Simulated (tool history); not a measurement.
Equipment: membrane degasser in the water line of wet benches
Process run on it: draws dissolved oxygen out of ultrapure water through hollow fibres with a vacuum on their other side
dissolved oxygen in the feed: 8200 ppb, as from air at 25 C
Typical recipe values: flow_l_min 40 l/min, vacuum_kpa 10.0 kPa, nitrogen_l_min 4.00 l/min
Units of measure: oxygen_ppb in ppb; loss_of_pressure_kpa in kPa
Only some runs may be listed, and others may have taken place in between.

Run 1, hour 0.0: usual settings. Result: oxygen_ppb 165.2 ppb, loss_of_pressure_kpa 27.73 kPa.
Run 2, hour 113.9: usual settings but vacuum_kpa 14.7 kPa. Result: oxygen_ppb 270.2 ppb, loss_of_pressure_kpa 27.61 kPa.
Run 3, hour 226.1: usual settings but flow_l_min 39 l/min. Result: oxygen_ppb 161.7 ppb, loss_of_pressure_kpa 26.93 kPa.
Run 4, hour 317.5: usual settings but flow_l_min 39 l/min. Result: oxygen_ppb 162.2 ppb, loss_of_pressure_kpa 26.96 kPa.
Run 5, hour 376.7: usual settings but flow_l_min 39 l/min. Result: oxygen_ppb 163.3 ppb, loss_of_pressure_kpa 26.92 kPa.
Run 6, hour 478.7: usual settings but flow_l_min 39 l/min. Result: oxygen_ppb 161.8 ppb, loss_of_pressure_kpa 27.16 kPa.
Run 7, hour 545.0: usual settings but flow_l_min 27 l/min. Result: oxygen_ppb 113.9 ppb, loss_of_pressure_kpa 18.67 kPa.
Run 8, hour 648.5: usual settings but flow_l_min 27 l/min. Result: oxygen_ppb 114.3 ppb, loss_of_pressure_kpa 18.60 kPa.
Run 9, hour 754.2: usual settings but flow_l_min 27 l/min. Result: oxygen_ppb 113.7 ppb, loss_of_pressure_kpa 18.63 kPa.
Run 10, hour 808.8: usual settings but flow_l_min 27 l/min. Result: oxygen_ppb 113.8 ppb, loss_of_pressure_kpa 18.77 kPa.
Run 11, hour 896.8: usual settings but flow_l_min 27 l/min. Result: oxygen_ppb 114.7 ppb, loss_of_pressure_kpa 18.59 kPa.
Run 12, hour 972.1: usual settings but flow_l_min 37 l/min. Result: oxygen_ppb 155.8 ppb, loss_of_pressure_kpa 25.62 kPa.
Run 13, hour 1067.3: usual settings but flow_l_min 37 l/min, vacuum_kpa 11.1 kPa. Result: oxygen_ppb 179.8 ppb, loss_of_pressure_kpa 25.65 kPa.
Run 14, hour 1166.2: usual settings but flow_l_min 37 l/min, vacuum_kpa 11.1 kPa. Result: oxygen_ppb 178.6 ppb, loss_of_pressure_kpa 25.73 kPa.
Run 15, hour 1225.0: usual settings but flow_l_min 37 l/min, vacuum_kpa 11.1 kPa. Result: oxygen_ppb 179.3 ppb, loss_of_pressure_kpa 25.64 kPa.
Run 16, hour 1306.1: usual settings but nitrogen_l_min 3.38 l/min. Result: oxygen_ppb 195.2 ppb, loss_of_pressure_kpa 27.73 kPa.
Run 17, hour 1420.8: usual settings but vacuum_kpa 7.7 kPa. Result: oxygen_ppb 115.9 ppb, loss_of_pressure_kpa 27.71 kPa.
Run 18, hour 1469.7: usual settings but nitrogen_l_min 10.02 l/min. Result: oxygen_ppb 73.8 ppb, loss_of_pressure_kpa 27.81 kPa.
Run 19, hour 1550.6: usual settings but flow_l_min 36 l/min, vacuum_kpa 9.0 kPa, nitrogen_l_min 2.90 l/min. Result: oxygen_ppb 177.7 ppb, loss_of_pressure_kpa 25.01 kPa.
Run 20, hour 1657.5: usual settings but flow_l_min 27 l/min, vacuum_kpa 8.9 kPa, nitrogen_l_min 2.53 l/min. Result: oxygen_ppb 143.4 ppb, loss_of_pressure_kpa 18.84 kPa.
Run 21, hour 1750.5: usual settings but flow_l_min 25 l/min, vacuum_kpa 7.0 kPa, nitrogen_l_min 1.72 l/min. Result: oxygen_ppb 127.4 ppb, loss_of_pressure_kpa 17.37 kPa.
Run 22, hour 1848.6: usual settings but flow_l_min 25 l/min, vacuum_kpa 7.0 kPa, nitrogen_l_min 1.72 l/min. Result: oxygen_ppb 127.7 ppb, loss_of_pressure_kpa 17.29 kPa.
Run 23, hour 1941.4: usual settings but flow_l_min 25 l/min, vacuum_kpa 7.0 kPa, nitrogen_l_min 1.72 l/min. Result: oxygen_ppb 126.4 ppb, loss_of_pressure_kpa 17.41 kPa.
Run 24, hour 2033.5: usual settings but flow_l_min 25 l/min, vacuum_kpa 7.0 kPa, nitrogen_l_min 1.72 l/min. Result: oxygen_ppb 128.0 ppb, loss_of_pressure_kpa 17.28 kPa.
Run 25, hour 2086.7: usual settings but flow_l_min 48 l/min, vacuum_kpa 11.5 kPa, nitrogen_l_min 5.18 l/min. Result: oxygen_ppb 186.3 ppb, loss_of_pressure_kpa 33.40 kPa.
Run 26, hour 2200.3: usual settings but flow_l_min 48 l/min, vacuum_kpa 11.5 kPa, nitrogen_l_min 5.18 l/min. Result: oxygen_ppb 188.7 ppb, loss_of_pressure_kpa 33.34 kPa.
Run 27, hour 2264.0: usual settings but flow_l_min 26 l/min, vacuum_kpa 16.1 kPa, nitrogen_l_min 4.06 l/min. Result: oxygen_ppb 197.7 ppb, loss_of_pressure_kpa 18.14 kPa.
Run 28, hour 2328.0: usual settings but vacuum_kpa 8.1 kPa, nitrogen_l_min 4.43 l/min. Result: oxygen_ppb 108.6 ppb, loss_of_pressure_kpa 27.89 kPa.
Run 29, hour 2425.1: usual settings but flow_l_min 33 l/min, vacuum_kpa 7.8 kPa, nitrogen_l_min 2.09 l/min. Result: oxygen_ppb 167.3 ppb, loss_of_pressure_kpa 23.03 kPa.
Run 30, hour 2499.0: usual settings but flow_l_min 26 l/min, vacuum_kpa 19.4 kPa, nitrogen_l_min 7.63 l/min. Result: oxygen_ppb 134.8 ppb, loss_of_pressure_kpa 18.13 kPa.
Run 31, hour 2548.2: usual settings but flow_l_min 27 l/min, vacuum_kpa 11.8 kPa, nitrogen_l_min 10.30 l/min. Result: oxygen_ppb 57.5 ppb, loss_of_pressure_kpa 18.91 kPa.
Run 32, hour 2599.6: usual settings but flow_l_min 36 l/min, vacuum_kpa 11.8 kPa, nitrogen_l_min 3.77 l/min. Result: oxygen_ppb 195.9 ppb, loss_of_pressure_kpa 25.05 kPa.

Not shown here: 2 entries made in the log between runs. Locate each between two listed runs and compare the hidden state at the listed run before it with the hidden state at the listed run after it:
Run 14 -> run 15: vacuum gauge calibrated (hour 1173.6)
  membrane still open, %: 99.7 -> 99.6; true pressure behind the membrane over the reading, kPa: 0.24 -> 0.29
  measured result minus the result with no hidden state, oxygen_ppb: +6.2 -> +7.2 ppb; loss_of_pressure_kpa: +0.09 -> +0.09 kPa
Run 19 -> run 20: vacuum gauge calibrated, once more (hour 1622.6)
  membrane still open, %: 99.6 -> 99.5; true pressure behind the membrane over the reading, kPa: 0.31 -> 0; air that leaks in behind the membrane, l/min: 0.0121 -> 0.0123
  measured result minus the result with no hidden state, oxygen_ppb: +9.7 -> +1.2 ppb; loss_of_pressure_kpa: +0.11 -> +0.08 kPa
